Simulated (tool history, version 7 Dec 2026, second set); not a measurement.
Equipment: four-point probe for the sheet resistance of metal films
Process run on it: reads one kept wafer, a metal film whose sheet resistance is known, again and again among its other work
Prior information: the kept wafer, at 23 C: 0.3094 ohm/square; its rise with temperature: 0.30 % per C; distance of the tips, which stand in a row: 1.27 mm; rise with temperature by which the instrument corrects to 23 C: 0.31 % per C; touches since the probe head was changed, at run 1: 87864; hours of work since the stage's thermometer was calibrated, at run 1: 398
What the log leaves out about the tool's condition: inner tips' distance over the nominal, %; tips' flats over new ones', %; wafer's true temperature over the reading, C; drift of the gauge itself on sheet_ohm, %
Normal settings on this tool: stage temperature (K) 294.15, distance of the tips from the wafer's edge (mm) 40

run    hour  stage temperature (K)  distance of the tips from the wafer's edge (mm)  touches since the probe head was changed  hours of work since the stage's thermometer was calibrated  sheet resistance as the instrument gives it (ohm/square)
  1       0                 294.15                                               40                                     87864                                                         398                                                  0.312952
  2    59.8                 294.15                                               40                                     90894                                                         432                                                  0.313048
      117.7  -- new probe head fitted
  3   136.2                 294.15                                               40                                       939                                                         476                                                   0.31035
  4   191.7                 295.15                                               40                                      3753                                                         508                                                   0.31034
  5   294.4                 294.15                                                4                                      8960                                                         567                                                  0.326313
  6   396.5                 294.15                                               53                                     14141                                                         625                                                  0.310517
  7   459.6                 294.15                                               53                                     17339                                                         661                                                   0.31069
  8   546.4                 294.15                                                4                                     21740                                                         711                                                   0.32668
  9   647.3                 294.15                                               43                                     26861                                                         769                                                  0.310818
        658  -- stage's thermometer calibrated
 10   742.6                 294.15                                               43                                     31668                                                          49                                                  0.311177
 11   845.3                 294.15                                               43                                     36874                                                         108                                                  0.311292
 12   903.9                 294.15                                               40                                     39847                                                         141                                                  0.311534
 13  1010.9                 294.15                                               59                                     45274                                                         203                                                  0.311528
 14  1112.9                 300.15                                               40                                     50446                                                         261                                                  0.311356
       1172  -- stage's thermometer calibrated, once more
 15  1224.3                 296.15                                               52                                     56073                                                          30                                                   0.31119
 16    1335                 299.15                                               64                                     61687                                                          94                                                  0.311275
 17  1413.8                 299.15                                               64                                     65679                                                         139                                                  0.311285
 18  1502.6                 291.15                                                6                                     70187                                                         190                                                  0.319197
 19  1574.4                 298.15                                               26                                     73827                                                         231                                                  0.311975
 20  1635.8                 298.15                                               17                                     76940                                                         266                                                  0.312488
 21  1737.1                 298.15                                               17                                     82076                                                         324                                                   0.31263
 22    1862                 295.15                                               17                                     88414                                                         396                                                   0.31301
 23  1921.1                 303.15                                               43                                     91411                                                         430                                                  0.311871
     1959.4  -- new probe head fitted
 24  2015.8                 303.15                                               43                                      2859                                                         484                                                  0.309686
 25  2111.5                 296.15                                               21                                      7711                                                         539                                                   0.31076

What will run 26 give?
 26  2198.6                 298.15                                                7                                     12130                                                         589                                                         ?

Run 26 measured sheet resistance as the instrument gives it (ohm/square) 0.31555.
With no hidden state in the tool, this same run would have given sheet resistance as the instrument gives it (ohm/square) 0.314684.
